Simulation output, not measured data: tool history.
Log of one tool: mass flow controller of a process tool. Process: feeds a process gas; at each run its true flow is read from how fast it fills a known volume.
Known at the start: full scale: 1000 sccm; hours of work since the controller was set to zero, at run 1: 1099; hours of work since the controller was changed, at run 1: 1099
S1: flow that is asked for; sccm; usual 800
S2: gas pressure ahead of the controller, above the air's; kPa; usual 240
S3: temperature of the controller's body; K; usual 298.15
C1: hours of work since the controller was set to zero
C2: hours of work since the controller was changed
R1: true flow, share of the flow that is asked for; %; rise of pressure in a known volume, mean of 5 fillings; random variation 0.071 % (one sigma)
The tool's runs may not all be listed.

run 1 day=0.000 | S1=800 S2=240 S3=298.15 | C1=1099 C2=1099 | R1=99.29
run 2 day=8.462 | S1=800 S2=240 S3=298.15 | C1=1187 C2=1187 | R1=99.30
run 3 day=18.529 | S1=800 S2=240 S3=298.15 | C1=1292 C2=1292 | R1=99.40
run 4 day=25.450 | S1=800 S2=240 S3=298.15 | C1=1364 C2=1364 | R1=99.26
run 5 day=33.779 | S1=800 S2=240 S3=298.15 | C1=1451 C2=1451 | R1=99.18
run 6 day=38.129 | S1=800 S2=240 S3=298.15 | C1=1496 C2=1496 | R1=99.12
run 7 day=44.617 | S1=800 S2=240 S3=298.15 | C1=1564 C2=1564 | R1=99.20
run 8 day=50.475 | S1=800 S2=240 S3=298.15 | C1=1625 C2=1625 | R1=99.10
run 9 day=54.950 | S1=800 S2=240 S3=298.15 | C1=1671 C2=1671 | R1=99.15
run 10 day=60.458 | S1=800 S2=240 S3=298.15 | C1=1729 C2=1729 | R1=99.03
run 11 day=67.962 | S1=800 S2=240 S3=298.15 | C1=1807 C2=1807 | R1=99.07
run 12 day=75.238 | S1=800 S2=240 S3=298.15 | C1=1883 C2=1883 | R1=99.17
run 13 day=82.096 | S1=800 S2=240 S3=298.15 | C1=1954 C2=1954 | R1=99.14
run 14 day=91.029 | S1=800 S2=240 S3=298.15 | C1=2047 C2=2047 | R1=98.92
run 15 day=96.933 | S1=800 S2=240 S3=298.15 | C1=2109 C2=2109 | R1=99.02
run 16 day=103.046 | S1=800 S2=207 S3=298.15 | C1=2172 C2=2172 | R1=98.96
run 17 day=113.067 | S1=800 S2=207 S3=298.15 | C1=2277 C2=2277 | R1=99.00
run 18 day=117.971 | S1=800 S2=207 S3=298.15 | C1=2328 C2=2328 | R1=99.00
run 19 day=122.929 | S1=199 S2=276 S3=312.15 | C1=2380 C2=2380 | R1=96.97
run 20 day=130.492 | S1=199 S2=277 S3=299.15 | C1=2458 C2=2458 | R1=96.28
run 21 day=135.679 | S1=719 S2=142 S3=309.15 | C1=2512 C2=2512 | R1=99.10
run 22 day=143.000 | S1=100 S2=178 S3=300.15 | C1=2589 C2=2589 | R1=93.59

Forecast run 23:
run 23 day=151.329 | S1=112 S2=258 S3=295.15 | C1=2675 C2=2675 | R1=?

Run 23 gave R1 93.64 %.
Without the tool's hidden state the same run would have given R1 98.09 %.
